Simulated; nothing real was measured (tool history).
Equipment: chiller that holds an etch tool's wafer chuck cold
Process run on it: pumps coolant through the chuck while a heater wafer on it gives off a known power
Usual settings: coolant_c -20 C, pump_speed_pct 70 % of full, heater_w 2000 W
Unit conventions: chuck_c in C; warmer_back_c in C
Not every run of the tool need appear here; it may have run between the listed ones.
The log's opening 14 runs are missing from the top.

-- day=89.629 coolant changed, channels flushed
run 15 day=90.021 | coolant_c=-20 pump_speed_pct=69 heater_w=2000 | chuck_c=-2.1 warmer_back_c=10.18
run 16 day=99.004 | coolant_c=-20 pump_speed_pct=73 heater_w=2000 | chuck_c=-3.2 warmer_back_c=9.61
run 17 day=104.971 | coolant_c=-20 pump_speed_pct=73 heater_w=2000 | chuck_c=-3 warmer_back_c=9.65
run 18 day=108.967 | coolant_c=-20 pump_speed_pct=73 heater_w=2000 | chuck_c=-3.2 warmer_back_c=9.62
run 19 day=115.825 | coolant_c=-24 pump_speed_pct=73 heater_w=2000 | chuck_c=-7.2 warmer_back_c=9.7
run 20 day=123.858 | coolant_c=-16 pump_speed_pct=62 heater_w=1564 | chuck_c=-0.9 warmer_back_c=8.75
run 21 day=129.329 | coolant_c=-16 pump_speed_pct=62 heater_w=1541 | chuck_c=-1.1 warmer_back_c=8.63
run 22 day=134.008 | coolant_c=-16 pump_speed_pct=62 heater_w=1541 | chuck_c=-0.8 warmer_back_c=8.66
-- day=134.979 coolant pump overhauled
run 23 day=138.129 | coolant_c=-16 pump_speed_pct=62 heater_w=1541 | chuck_c=-1.1 warmer_back_c=8.66
run 24 day=147.533 | coolant_c=-12 pump_speed_pct=91 heater_w=2670 | chuck_c=6.6 warmer_back_c=10.4
run 25 day=157.121 | coolant_c=-13 pump_speed_pct=88 heater_w=1198 | chuck_c=-4.4 warmer_back_c=4.86
run 26 day=162.017 | coolant_c=-16 pump_speed_pct=70 heater_w=1444 | chuck_c=-3.4 warmer_back_c=7.26
run 27 day=170.9 | coolant_c=-16 pump_speed_pct=70 heater_w=1444 | chuck_c=-3.3 warmer_back_c=7.25
run 28 day=174.775 | coolant_c=-19 pump_speed_pct=70 heater_w=2726 | chuck_c=4.8 warmer_back_c=13.76
run 29 day=182.771 | coolant_c=-19 pump_speed_pct=70 heater_w=2726 | chuck_c=4.9 warmer_back_c=13.61
run 30 day=187.821 | coolant_c=-12 pump_speed_pct=67 heater_w=2000 | chuck_c=6.2 warmer_back_c=10.5

Run 31 comes next. What will it give?
run 31 day=191.954 | coolant_c=-23 pump_speed_pct=67 heater_w=1387 | chuck_c=? warmer_back_c=?

Run 31 came out at chuck_c -10.4 C, warmer_back_c 7.24 C.
If the tool had no hidden condition, the same run with the same run-to-run variation would have returned chuck_c -10.4 C, warmer_back_c 7.24 C.
